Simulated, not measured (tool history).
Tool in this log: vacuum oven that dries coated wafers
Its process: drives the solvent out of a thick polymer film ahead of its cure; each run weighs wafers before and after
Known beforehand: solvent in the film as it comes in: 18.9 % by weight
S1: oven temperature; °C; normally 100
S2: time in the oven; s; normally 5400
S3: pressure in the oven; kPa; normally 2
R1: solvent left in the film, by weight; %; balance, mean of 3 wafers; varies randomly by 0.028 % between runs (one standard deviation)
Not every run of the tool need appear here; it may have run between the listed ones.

Run 1, hour 0: usual settings. Result: R1 0.98 %.
Run 2, hour 7.1: usual settings. Result: R1 0.99 %.
Run 3, hour 12.6: usual settings. Result: R1 0.95 %.
Run 4, hour 19.1: usual settings. Result: R1 0.99 %.
Run 5, hour 30.5: usual settings but S3 1.9 kPa. Result: R1 0.92 %.
Run 6, hour 41.9: usual settings but S2 8760 s. Result: R1 0.47 %.
Run 7, hour 50.4: usual settings but S2 8760 s. Result: R1 0.49 %.
Run 8, hour 60.8: usual settings but S2 8760 s. Result: R1 0.56 %.
Run 9, hour 71.6: usual settings. Result: R1 0.96 %.
Run 10, hour 83.4: usual settings but S1 95 °C. Result: R1 1.46 %.
Run 11, hour 94.1: usual settings but S1 95 °C. Result: R1 1.43 %.
Run 12, hour 99.7: usual settings but S1 95 °C. Result: R1 1.5 %.
Run 13, hour 111: usual settings but S3 4.61 kPa. Result: R1 1.55 %.
Run 14, hour 122.8: usual settings but S3 4.61 kPa. Result: R1 1.59 %.
Run 15, hour 135: usual settings but S3 4.61 kPa. Result: R1 1.53 %.
Run 16, hour 142.1: usual settings but S1 104 °C, S3 4.61 kPa. Result: R1 1.23 %.
Run 17, hour 154.8: usual settings. Result: R1 0.98 %.
Run 18, hour 161.7: usual settings but S2 5640 s. Result: R1 0.9 %.
Run 19, hour 168.9: usual settings but S2 5640 s. Result: R1 0.89 %.
Run 20, hour 175.1: usual settings but S2 5640 s. Result: R1 0.97 %.
Run 21, hour 184.9: usual settings but S3 1.07 kPa. Result: R1 0.76 %.
Run 22, hour 191.4: usual settings but S3 1.07 kPa. Result: R1 0.8 %.
Run 23, hour 199.1: usual settings but S3 1.07 kPa. Result: R1 0.82 %.
Run 24, hour 205.7: usual settings but S3 1.07 kPa. Result: R1 0.84 %.
Run 25, hour 210.9: usual settings but S3 1.07 kPa. Result: R1 0.8 %.
Run 26, hour 218.5: usual settings but S1 97 °C, S2 2880 s, S3 4.27 kPa. Result: R1 4.01 %.
Run 27, hour 232: usual settings but S1 97 °C, S2 9300 s, S3 1.35 kPa. Result: R1 0.45 %.
Run 28, hour 242.3: usual settings but S1 97 °C, S2 9300 s, S3 1.35 kPa. Result: R1 0.44 %.
Run 29, hour 251.5: usual settings but S1 109 °C, S2 7860 s, S3 2.15 kPa. Result: R1 0.43 %.
Run 30, hour 259.3: usual settings but S1 108 °C, S2 6360 s, S3 3.62 kPa. Result: R1 0.7 %.
Run 31, hour 265.2: usual settings but S1 96 °C, S3 3.97 kPa. Result: R1 1.84 %.
Run 32, hour 271.8: usual settings but S3 2.19 kPa. Result: R1 1.01 %.
Run 33, hour 283.2: usual settings but S1 99 °C, S3 1.02 kPa. Result: R1 0.82 %.
Run 34, hour 295.1: usual settings but S1 99 °C, S3 1.02 kPa. Result: R1 0.8 %.
Run 35, hour 306.1: usual settings but S1 93 °C, S2 8520 s, S3 1.02 kPa. Result: R1 0.57 %.
Run 36, hour 314.6: usual settings but S1 99 °C, S2 5160 s, S3 7.47 kPa. Result: R1 2.39 %.
Run 37, hour 322.8: usual settings but S1 99 °C, S2 5160 s, S3 7.47 kPa. Result: R1 2.46 %.
Run 38, hour 332.1: usual settings but S1 99 °C, S2 5160 s, S3 7.47 kPa. Result: R1 2.43 %.
Run 39, hour 338.3: usual settings but S1 99 °C, S2 5160 s, S3 7.47 kPa. Result: R1 2.39 %.
Run 40, hour 346.8: usual settings but S1 103 °C, S2 5520 s, S3 4.94 kPa. Result: R1 1.35 %.
Run 41, hour 358.6: usual settings but S1 86 °C. Result: R1 2.99 %.
Run 42, hour 364.2: usual settings but S1 87 °C, S3 1.85 kPa. Result: R1 2.77 %.
Run 43, hour 373: usual settings but S1 114 °C, S2 3180 s. Result: R1 0.81 %.
Run 44, hour 378.2: usual settings but S1 111 °C, S2 7740 s, S3 2.32 kPa. Result: R1 0.38 %.
Run 45, hour 388.7: usual settings but S2 6660 s, S3 5.11 kPa. Result: R1 1.45 %.
Run 46, hour 396.7: usual settings but S1 95 °C, S2 3360 s, S3 5.11 kPa. Result: R1 3.94 %.
Run 47, hour 409.4: usual settings but S1 87 °C, S2 5520 s, S3 4.58 kPa. Result: R1 3.53 %.
Run 48, hour 417.2: usual settings but S1 87 °C, S2 8640 s, S3 4.58 kPa. Result: R1 2.25 %.

Between the runs listed above, the log contained 2 entries, not reproduced here. Where in the sequence does each belong, and how does what the log doesn't record of the tool's condition differ from the listed run before to the listed run after?
Run 20 -> run 21: vacuum gauge cleaned of residue and calibrated (hour 177.7)
  true wafer temperature over the reading, C: -0.26 -> -0.27; true pressure over the reading, kPa: 0.058 -> 0.068
  the result without the hidden state subtracted from the measured one, R1: +0.03 -> +0.03 %
Run 26 -> run 27: vacuum gauge cleaned of residue and calibrated, once more (hour 229.7)
  true wafer temperature over the reading, C: -0.3 -> -0.31; true pressure over the reading, kPa: 0.071 -> 0.006
  the result without the hidden state subtracted from the measured one, R1: +0.08 -> +0.01 %
